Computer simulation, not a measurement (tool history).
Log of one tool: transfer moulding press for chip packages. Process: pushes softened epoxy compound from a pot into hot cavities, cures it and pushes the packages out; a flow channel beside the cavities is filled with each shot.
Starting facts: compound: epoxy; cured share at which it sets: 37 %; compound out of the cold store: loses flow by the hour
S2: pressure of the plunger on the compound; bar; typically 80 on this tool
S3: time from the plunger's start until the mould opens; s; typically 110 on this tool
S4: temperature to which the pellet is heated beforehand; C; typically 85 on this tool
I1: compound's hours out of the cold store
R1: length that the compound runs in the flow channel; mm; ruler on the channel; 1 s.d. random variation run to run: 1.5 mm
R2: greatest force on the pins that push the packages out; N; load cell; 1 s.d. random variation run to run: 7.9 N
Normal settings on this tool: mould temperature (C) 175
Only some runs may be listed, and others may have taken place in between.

{"run": 1, "hour": 0.0, "mould temperature (C)": 175, "S2": 80, "S3": 110, "S4": 85, "I1": 18.1, "R1": 855, "R2": 393}
{"run": 2, "hour": 10.3, "mould temperature (C)": 175, "S2": 80, "S3": 110, "S4": 85, "I1": 37.9, "R1": 770, "R2": 374}
{"run": 3, "hour": 20.1, "mould temperature (C)": 175, "S2": 80, "S3": 110, "S4": 85, "I1": 28.9, "R1": 809, "R2": 387}
{"run": 4, "hour": 26.4, "mould temperature (C)": 175, "S2": 80, "S3": 110, "S4": 85, "I1": 33.4, "R1": 788, "R2": 385}
{"run": 5, "hour": 33.9, "mould temperature (C)": 175, "S2": 80, "S3": 102, "S4": 85, "I1": 11.4, "R1": 888, "R2": 454}
{"run": 6, "hour": 40.6, "mould temperature (C)": 179, "S2": 80, "S3": 110, "S4": 85, "I1": 26.1, "R1": 808, "R2": 338}
{"run": 7, "hour": 46.9, "mould temperature (C)": 179, "S2": 81, "S3": 110, "S4": 85, "I1": 31, "R1": 793, "R2": 348}
{"run": 8, "hour": 52.0, "mould temperature (C)": 181, "S2": 80, "S3": 110, "S4": 85, "I1": 40.1, "R1": 749, "R2": 341}

Run 9 has not been measured yet. What should we expect?
{"run": 9, "hour": 60.8, "mould temperature (C)": 181, "S2": 80, "S3": 110, "S4": 85, "I1": 24.4, "R1": "?", "R2": "?"}

{"run 9": {"R1": 812, "R2": 347}}
If the tool had no hidden condition, the same run with the same run-to-run variation would have returned R1 813 mm, R2 343 N.
